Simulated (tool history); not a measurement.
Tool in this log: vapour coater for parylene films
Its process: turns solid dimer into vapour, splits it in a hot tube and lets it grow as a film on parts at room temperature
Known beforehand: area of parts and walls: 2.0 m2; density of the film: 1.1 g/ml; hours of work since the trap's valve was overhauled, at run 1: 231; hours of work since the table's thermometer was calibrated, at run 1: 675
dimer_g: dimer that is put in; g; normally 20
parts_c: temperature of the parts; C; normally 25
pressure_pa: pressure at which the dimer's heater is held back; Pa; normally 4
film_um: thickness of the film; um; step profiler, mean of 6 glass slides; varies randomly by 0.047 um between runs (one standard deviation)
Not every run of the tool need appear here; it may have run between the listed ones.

run,day,dimer_g,parts_c,pressure_pa,hours of work since the trap's valve was overhauled,hours of work since the table's thermometer was calibrated,film_um
1,0,20,25,4,231,675,4.9
# day 1.804: trap's valve overhauled
2,2.633,20,17,4,17,726,6.51
3,4.733,20,17,4,61,769,6.42
4,6.079,17,25,4,89,797,4.22
5,7.288,20,25,4,114,822,5
6,9.754,20,25,4,165,873,4.82
# day 11.55: table's thermometer calibrated
7,11.7,20,25,4,204,3,5.14
8,14.162,20,25,7.83,255,54,4.8
# day 14.783: trap's valve overhauled
9,16.633,20,25,7.83,38,102,5.04
10,18.375,20,25,7.83,74,138,4.95
11,20.458,20,25,7.83,118,181,4.95
12,22.658,20,25,4,163,227,5.06
13,24.721,20,25,4,206,269,5.04
14,26.35,20,25,4,239,303,4.94
# day 27.625: trap's valve overhauled
15,28.429,20,25,4,17,343,5.21
16,29.729,20,25,4,44,369,5.25
17,32.233,20,25,4,95,421,5.14
18,34.354,20,25,5.36,139,465,4.95
19,36.9,20,25,5.36,192,518,4.92
20,38.871,20,36,5.36,233,559,3.43

Run 21 is up next; what results do you expect?
# day 40.488: trap's valve overhauled
21,41.142,9,25,4,14,602,?

For run 21 the tool returned film_um 2.36 um.
Had the tool carried no hidden state, the very same run would have given film_um 2.44 um.

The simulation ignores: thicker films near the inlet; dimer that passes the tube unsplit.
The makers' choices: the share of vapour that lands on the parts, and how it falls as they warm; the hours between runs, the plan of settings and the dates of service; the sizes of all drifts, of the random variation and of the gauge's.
